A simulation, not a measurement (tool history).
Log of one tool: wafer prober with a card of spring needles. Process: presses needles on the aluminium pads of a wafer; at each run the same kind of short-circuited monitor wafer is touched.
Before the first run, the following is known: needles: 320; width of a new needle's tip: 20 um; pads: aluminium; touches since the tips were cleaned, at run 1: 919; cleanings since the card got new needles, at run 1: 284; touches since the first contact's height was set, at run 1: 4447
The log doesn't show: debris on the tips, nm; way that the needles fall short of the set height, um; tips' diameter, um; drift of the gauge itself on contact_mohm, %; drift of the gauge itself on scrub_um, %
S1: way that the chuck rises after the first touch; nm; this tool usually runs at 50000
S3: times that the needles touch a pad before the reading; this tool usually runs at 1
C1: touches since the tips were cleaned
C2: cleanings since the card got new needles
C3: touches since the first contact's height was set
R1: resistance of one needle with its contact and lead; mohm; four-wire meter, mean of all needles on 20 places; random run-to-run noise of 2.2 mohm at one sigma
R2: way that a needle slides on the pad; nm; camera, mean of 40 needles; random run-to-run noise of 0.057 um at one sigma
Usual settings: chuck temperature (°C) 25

Run 1, hour 0: usual settings; C1 919; C2 284; C3 4447. Result: R1 522 mohm, R2 9440 nm.
At hour 11.5: tips cleaned on abrasive film.
At hour 23: tips cleaned on abrasive film.
At hour 34.5: tips cleaned on abrasive film.
At hour 48.9: tips cleaned on abrasive film.
At hour 60.4: tips cleaned on abrasive film.
Run 2, hour 66.8: usual settings; C1 3959; C2 289; C3 45453. Result: R1 948 mohm, R2 9440 nm.
At hour 72.6: tips cleaned on abrasive film.
At hour 84.1: tips cleaned on abrasive film.
At hour 98.4: tips cleaned on abrasive film.
At hour 109.9: tips cleaned on abrasive film.
Run 3, hour 114.6: usual settings; C1 2881; C2 293; C3 74796. Result: R1 848 mohm, R2 9430 nm.
At hour 123.2: tips cleaned on abrasive film.
At hour 137.6: tips cleaned on abrasive film.
At hour 149.1: tips cleaned on abrasive film.
At hour 163.4: tips cleaned on abrasive film.
At hour 177.8: tips cleaned on abrasive film.
At hour 189.3: tips cleaned on abrasive film.
Run 4, hour 190.2: usual settings; C1 543; C2 299; C3 121207. Result: R1 553 mohm, R2 9170 nm.
At hour 201.7: tips cleaned on abrasive film.
At hour 216: tips cleaned on abrasive film.
At hour 230.4: tips cleaned on abrasive film.
At hour 241.9: tips cleaned on abrasive film.
At hour 253.4: tips cleaned on abrasive film.
At hour 267.7: tips cleaned on abrasive film.
Run 5, hour 268.4: usual settings; C1 429; C2 305; C3 169266. Result: R1 507 mohm, R2 9100 nm.
At hour 279.9: tips cleaned on abrasive film.
At hour 291.4: tips cleaned on abrasive film.
At hour 305.8: tips cleaned on abrasive film.
At hour 317.3: tips cleaned on abrasive film.
Run 6, hour 318: usual settings; C1 465; C2 309; C3 199724. Result: R1 500 mohm, R2 8950 nm.
At hour 329.5: tips cleaned on abrasive film.
At hour 343.9: tips cleaned on abrasive film.
At hour 355.4: tips cleaned on abrasive film.
At hour 369.7: tips cleaned on abrasive film.
At hour 370: height of the first contact set anew.
At hour 381.5: tips cleaned on abrasive film.
At hour 395.9: tips cleaned on abrasive film.
Run 7, hour 406.1: usual settings; C1 6328; C2 315; C3 22206. Result: R1 1004 mohm, R2 9510 nm.
At hour 409.1: tips cleaned on abrasive film.
At hour 423.4: tips cleaned on abrasive film.
At hour 437.8: tips cleaned on abrasive film.
At hour 452.1: tips cleaned on abrasive film.
Run 8, hour 455: usual settings but S1 41000 nm; C1 1797; C2 319; C3 52229. Result: R1 1160 mohm, R2 7760 nm.
At hour 463.7: tips cleaned on abrasive film, once more.
At hour 475.2: tips cleaned on abrasive film.
At hour 489.5: tips cleaned on abrasive film.
Run 9, hour 496: usual settings; C1 4003; C2 322; C3 77422. Result: R1 1010 mohm, R2 9180 nm.
At hour 501.8: tips cleaned on abrasive film.
At hour 516.2: tips cleaned on abrasive film.
At hour 527.7: tips cleaned on abrasive film.
At hour 542: tips cleaned on abrasive film.
At hour 556.4: tips cleaned on abrasive film.
At hour 570.7: tips cleaned on abrasive film.
At hour 585.1: tips cleaned on abrasive film.
Run 10, hour 587.3: usual settings; C1 1347; C2 329; C3 133458. Result: R1 759 mohm, R2 9190 nm.
At hour 598.8: tips cleaned on abrasive film.
At hour 613.1: tips cleaned on abrasive film.
At hour 627.5: tips cleaned on abrasive film.
At hour 641.8: tips cleaned on abrasive film.
At hour 653.3: tips cleaned on abrasive film.
Run 11, hour 654.7: usual settings; C1 859; C2 334; C3 174893. Result: R1 663 mohm, R2 9150 nm.
At hour 666.2: tips cleaned on abrasive film.
At hour 677.7: tips cleaned on abrasive film.
At hour 692.1: tips cleaned on abrasive film.
At hour 706.4: tips cleaned on abrasive film.
Run 12, hour 712.6: usual settings but chuck temperature (°C) 95; C1 3846; C2 338; C3 210494. Result: R1 1003 mohm, R2 8990 nm.
At hour 718.4: tips cleaned on abrasive film.
At hour 732.8: tips cleaned on abrasive film.
At hour 744.3: tips cleaned on abrasive film.
At hour 747.4: height of the first contact set anew.
At hour 756.1: tips cleaned on abrasive film.
Run 13, hour 762: usual settings but S1 31000 nm; C1 3669; C2 342; C3 8962. Result: R1 2156 mohm, R2 5920 nm.
At hour 767.8: tips cleaned on abrasive film.
At hour 782.2: tips cleaned on abrasive film.
At hour 796.5: tips cleaned on abrasive film.
At hour 810.9: tips cleaned on abrasive film.
At hour 825.2: tips cleaned on abrasive film.
At hour 836.7: tips cleaned on abrasive film.
Run 14, hour 838.5: usual settings but S1 46000 nm, chuck temperature (°C) 58, S3 2; C1 1110; C2 348; C3 55938. Result: R1 566 mohm, R2 8540 nm.
At hour 850: tips cleaned on abrasive film.
At hour 864.4: tips cleaned on abrasive film.
At hour 878.7: tips cleaned on abrasive film.
At hour 890.2: tips cleaned on abrasive film.
Run 15, hour 898.2: usual settings but S1 46000 nm, chuck temperature (°C) 58, S3 2; C1 4927; C2 352; C3 92621. Result: R1 840 mohm, R2 8370 nm.
At hour 904: tips cleaned on abrasive film.
At hour 915.5: tips cleaned on abrasive film.
At hour 927: tips cleaned on abrasive film.
At hour 941.3: tips cleaned on abrasive film.
At hour 955.7: tips cleaned on abrasive film.
At hour 970: tips cleaned on abrasive film.
Run 16, hour 980.9: usual settings but chuck temperature (°C) 58, S3 3; C1 6721; C2 358; C3 143445. Result: R1 589 mohm, R2 9200 nm.
At hour 983.8: tips cleaned on abrasive film.
At hour 995.3: tips cleaned on abrasive film.
At hour 1009.7: tips cleaned on abrasive film.
At hour 1021.2: tips cleaned on abrasive film.
At hour 1032.7: tips cleaned on abrasive film.
At hour 1047.1: tips cleaned on abrasive film.
At hour 1061.4: tips cleaned on abrasive film.
At hour 1072.9: tips cleaned on abrasive film.
Run 17, hour 1074: usual settings but S1 57000 nm, chuck temperature (°C) 81, S3 2; C1 670; C2 366; C3 200567. Result: R1 405 mohm, R2 10250 nm.
At hour 1085.5: tips cleaned on abrasive film.
At hour 1097: tips cleaned on abrasive film.
At hour 1111.3: tips cleaned on abrasive film.
At hour 1122.8: tips cleaned on abrasive film.
At hour 1126: height of the first contact set anew.
Run 18, hour 1128.2: usual settings but S1 32000 nm, chuck temperature (°C) 76; C1 3129; C2 370; C3 1366. Result: R1 1913 mohm, R2 6020 nm.
At hour 1136.8: tips cleaned on abrasive film.
At hour 1148.4: tips cleaned on abrasive film.
At hour 1162.7: tips cleaned on abrasive film.
At hour 1174.2: tips cleaned on abrasive film.
Run 19, hour 1182.2: usual settings but S1 43000 nm, chuck temperature (°C) 31; C1 4939; C2 374; C3 34531. Result: R1 1316 mohm, R2 8040 nm.
At hour 1188: tips cleaned on abrasive film.
At hour 1199.5: tips cleaned on abrasive film.
At hour 1213.8: tips cleaned on abrasive film.
At hour 1228.2: tips cleaned on abrasive film.
At hour 1239.7: tips cleaned on abrasive film.
At hour 1251.2: tips cleaned on abrasive film.
At hour 1265.5: tips cleaned on abrasive film.
Run 20, hour 1267.6: usual settings but S1 43000 nm, chuck temperature (°C) 31; C1 1298; C2 381; C3 86989. Result: R1 877 mohm, R2 7970 nm.
At hour 1279.1: tips cleaned on abrasive film.
At hour 1290.6: tips cleaned on abrasive film.
At hour 1305: tips cleaned on abrasive film.
At hour 1319.3: tips cleaned on abrasive film.
At hour 1330.8: tips cleaned on abrasive film.
At hour 1342.4: tips cleaned on abrasive film.
At hour 1356.7: tips cleaned on abrasive film.
Run 21, hour 1359.2: usual settings but S1 58000 nm, chuck temperature (°C) 88, S3 2; C1 1558; C2 388; C3 143235. Result: R1 530 mohm, R2 10700 nm.
At hour 1370.7: tips cleaned on abrasive film.
At hour 1382.2: tips cleaned on abrasive film.
At hour 1393.7: tips cleaned on abrasive film.
At hour 1408.1: tips cleaned on abrasive film.
At hour 1422.4: tips cleaned on abrasive film.
Run 22, hour 1429: usual settings but S1 63000 nm, chuck temperature (°C) 121, S3 2; C1 4068; C2 393; C3 186114. Result: R1 584 mohm, R2 11470 nm.
At hour 1434.8: tips cleaned on abrasive film.
At hour 1449.2: tips cleaned on abrasive film.
At hour 1460.7: tips cleaned on abrasive film.
At hour 1475: tips cleaned on abrasive film.
Run 23, hour 1480.2: usual settings but S1 63000 nm, chuck temperature (°C) 121, S3 2; C1 3203; C2 397; C3 217545. Result: R1 582 mohm, R2 11300 nm.

3 options for the next run, each taken on its own from the tool as it stands now. Forecast them:
At hour 1488.8: tips cleaned on abrasive film.
At hour 1503.2: tips cleaned on abrasive film.
At hour 1503.5: height of the first contact set anew.
At hour 1515: tips cleaned on abrasive film.
At hour 1529.3: tips cleaned on abrasive film.
Run A, hour 1536.2: usual settings but S1 54000 nm, chuck temperature (°C) 47, S3 2; C1 4254; C2 401; C3 20131. Result: R1 ?, R2 ?.
At hour 1488.8: tips cleaned on abrasive film.
At hour 1503.2: tips cleaned on abrasive film.
At hour 1503.5: height of the first contact set anew.
At hour 1515: tips cleaned on abrasive film.
At hour 1529.3: tips cleaned on abrasive film.
Run B, hour 1536.2: usual settings but S1 66000 nm; C1 4254; C2 401; C3 20131. Result: R1 ?, R2 ?.
At hour 1488.8: tips cleaned on abrasive film.
At hour 1503.2: tips cleaned on abrasive film.
At hour 1503.5: height of the first contact set anew.
At hour 1515: tips cleaned on abrasive film.
At hour 1529.3: tips cleaned on abrasive film.
Run C, hour 1536.2: usual settings but S1 58000 nm, chuck temperature (°C) 46; C1 4254; C2 401; C3 20131. Result: R1 ?, R2 ?.

run   R1     R2
  A  714  10170
  B  770  12420
  C  899  10840
With the hidden condition removed and each run's random variation left untouched, the same runs would have given:
run   R1     R2
  A  255  10210
  B  244  12460
  C  250  10880

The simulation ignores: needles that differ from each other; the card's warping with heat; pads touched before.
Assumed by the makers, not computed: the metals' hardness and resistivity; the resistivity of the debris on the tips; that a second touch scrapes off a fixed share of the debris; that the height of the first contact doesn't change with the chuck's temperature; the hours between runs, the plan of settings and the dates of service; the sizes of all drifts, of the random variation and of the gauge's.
